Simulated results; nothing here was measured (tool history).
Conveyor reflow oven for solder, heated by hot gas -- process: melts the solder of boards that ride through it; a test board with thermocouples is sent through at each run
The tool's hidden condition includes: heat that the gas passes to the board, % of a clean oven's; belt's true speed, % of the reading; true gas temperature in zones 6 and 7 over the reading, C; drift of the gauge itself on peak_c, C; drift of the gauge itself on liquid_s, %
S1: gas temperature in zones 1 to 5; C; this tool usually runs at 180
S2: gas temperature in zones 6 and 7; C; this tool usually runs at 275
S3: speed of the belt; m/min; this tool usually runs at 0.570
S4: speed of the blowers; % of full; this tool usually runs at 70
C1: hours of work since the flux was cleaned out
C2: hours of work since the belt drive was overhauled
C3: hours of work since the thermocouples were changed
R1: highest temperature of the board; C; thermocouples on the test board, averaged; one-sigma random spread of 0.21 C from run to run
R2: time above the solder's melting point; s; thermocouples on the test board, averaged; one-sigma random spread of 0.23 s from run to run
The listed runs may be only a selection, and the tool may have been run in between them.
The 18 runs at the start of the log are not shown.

run,hour,S1,S2,S3,S4,C1,C2,C3,R1,R2
19,472.8,169,276,0.476,70,66,621,361,267.6,87.3
20,496.4,169,276,0.476,70,81,637,376,267.2,87.2
21,529.6,169,289,0.476,70,103,658,398,280.0,93.1
22,554.3,180,269,0.655,70,119,674,414,254.1,58.3
23,584.2,180,285,0.570,69,139,694,434,272.3,77.7
24,611.3,178,275,0.560,70,156,712,451,263.5,74.0
25,632.4,178,275,0.560,70,170,725,465,263.5,73.7
26,661.5,187,266,0.525,82,189,744,484,258.6,80.9
27,682.5,193,268,0.487,77,203,758,498,261.8,92.1
28,709.5,166,284,0.469,63,220,776,515,274.1,90.9
29,732.6,166,284,0.469,63,235,791,530,273.8,90.5
30,749.6,165,275,0.570,70,246,802,541,261.0,66.5

Below are 3 alternative next runs, each starting from the tool's condition after run 30. Predict each:
A,767.7,188,276,0.570,70,258,814,553,?,?
B,767.7,193,275,0.570,54,258,814,553,?,?
C,767.7,182,266,0.605,70,258,814,553,?,?

run,R1,R2
A,265.0,77.4
B,262.4,78.0
C,253.9,64.1
Without the tool's unlogged condition, the same runs would have read:
run,R1,R2
A,265.1,77.4
B,262.5,78.0
C,254.0,64.1
